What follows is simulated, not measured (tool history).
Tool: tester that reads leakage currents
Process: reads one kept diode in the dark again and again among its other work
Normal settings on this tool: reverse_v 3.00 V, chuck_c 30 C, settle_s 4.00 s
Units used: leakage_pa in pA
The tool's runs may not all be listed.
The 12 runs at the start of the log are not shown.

run   hour  reverse_v  chuck_c  settle_s  leakage_pa
 13  282.4       3.00       30      4.00       72.38
 14  311.2       3.00       30      4.00       72.73
 15  333.1       3.00       30      4.00       72.55
 16  349.7       3.00       30      0.54       74.03
 17  369.9       3.00       30      0.54       74.43
 18  388.8       3.00       30      0.54       74.58
 19  404.8       3.00       30      0.54       74.93
 20  431.1       3.00       57      1.34      524.49
 21  460.7       6.80       30      1.21      115.80
 22  479.4      14.67       34      4.00      233.71
 23  495.2      14.67       34      5.20      234.19
 24  518.2       4.66       51      0.67      432.46
 25  531.9       4.66       51      0.64      433.21
 26  558.1       1.98       30      4.00       59.51
 27  570.7       8.78       34      4.00      177.63
 28  590.3       8.78       34      4.00      178.02
 29  615.3       8.78       34      4.00      178.67
 30  641.2       3.00       24      3.19       47.21
 31  654.0       3.00       24      3.19       47.05
 32  681.5      10.77       24      3.99       98.39
 33  711.9      10.77       24      3.99       99.10
 34  739.4      10.77       24      3.99       99.58
 35  765.5       2.76       28      0.48       63.43
 36  788.5       1.17       30      4.00       45.37
 37  818.0       4.08       35      0.33      132.89

5 ways to go on from here, each from the tool as it stands after run 37. What would each give?
  A  839.4       7.02       34      7.17           ?
  B  839.4       4.08       49      0.33           ?
  C  839.4      12.46       35      0.33           ?
  D  839.4       4.08       35      1.82           ?
  E  839.4       1.03       30      4.00           ?

run  leakage_pa
  A      160.19
  B      358.96
  C      248.46
  D      129.12
  E       42.67
What these runs would have given with no unlogged condition in the tool:
run  leakage_pa
  A      143.56
  B      342.73
  C      220.63
  D      118.46
  E       39.62
